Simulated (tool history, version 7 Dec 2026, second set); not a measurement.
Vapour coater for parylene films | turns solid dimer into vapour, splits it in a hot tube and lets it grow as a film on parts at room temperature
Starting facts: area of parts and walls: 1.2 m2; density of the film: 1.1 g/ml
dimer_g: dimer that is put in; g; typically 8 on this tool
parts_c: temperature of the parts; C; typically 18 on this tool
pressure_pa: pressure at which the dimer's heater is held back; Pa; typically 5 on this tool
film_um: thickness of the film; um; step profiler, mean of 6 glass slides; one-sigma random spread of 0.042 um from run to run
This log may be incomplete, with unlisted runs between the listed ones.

run 1 hour=0 | dimer_g=8 parts_c=18 pressure_pa=5 | film_um=4.5
run 2 hour=13.4 | dimer_g=8 parts_c=18 pressure_pa=5 | film_um=4.52
run 3 hour=41.9 | dimer_g=8 parts_c=18 pressure_pa=5 | film_um=4.42
run 4 hour=58 | dimer_g=8 parts_c=18 pressure_pa=5 | film_um=4.44
run 5 hour=84.9 | dimer_g=8 parts_c=18 pressure_pa=5.74 | film_um=4.39
run 6 hour=98.6 | dimer_g=8 parts_c=18 pressure_pa=5.74 | film_um=4.4
run 7 hour=120.7 | dimer_g=8 parts_c=18 pressure_pa=5.74 | film_um=4.31
run 8 hour=133 | dimer_g=8 parts_c=11 pressure_pa=5.74 | film_um=5.65
run 9 hour=154.4 | dimer_g=8 parts_c=29 pressure_pa=5.74 | film_um=2.64
run 10 hour=177.4 | dimer_g=8 parts_c=19 pressure_pa=6.27 | film_um=4.08
run 11 hour=189.9 | dimer_g=8 parts_c=19 pressure_pa=6.27 | film_um=4.06
run 12 hour=213.4 | dimer_g=5 parts_c=19 pressure_pa=5.59 | film_um=2.53
run 13 hour=241.9 | dimer_g=5 parts_c=19 pressure_pa=5.59 | film_um=2.47
run 14 hour=258.3 | dimer_g=4 parts_c=18 pressure_pa=5 | film_um=2.13
run 15 hour=273.8 | dimer_g=4 parts_c=11 pressure_pa=2.16 | film_um=2.77

What does the tool deliver on the next run?
run 16 hour=288.6 | dimer_g=13 parts_c=14 pressure_pa=2.97 | film_um=?

Run 16 yielded film_um 8.7 um.
If the tool had no hidden condition, the same run with the same run-to-run variation would have returned film_um 9.33 um.
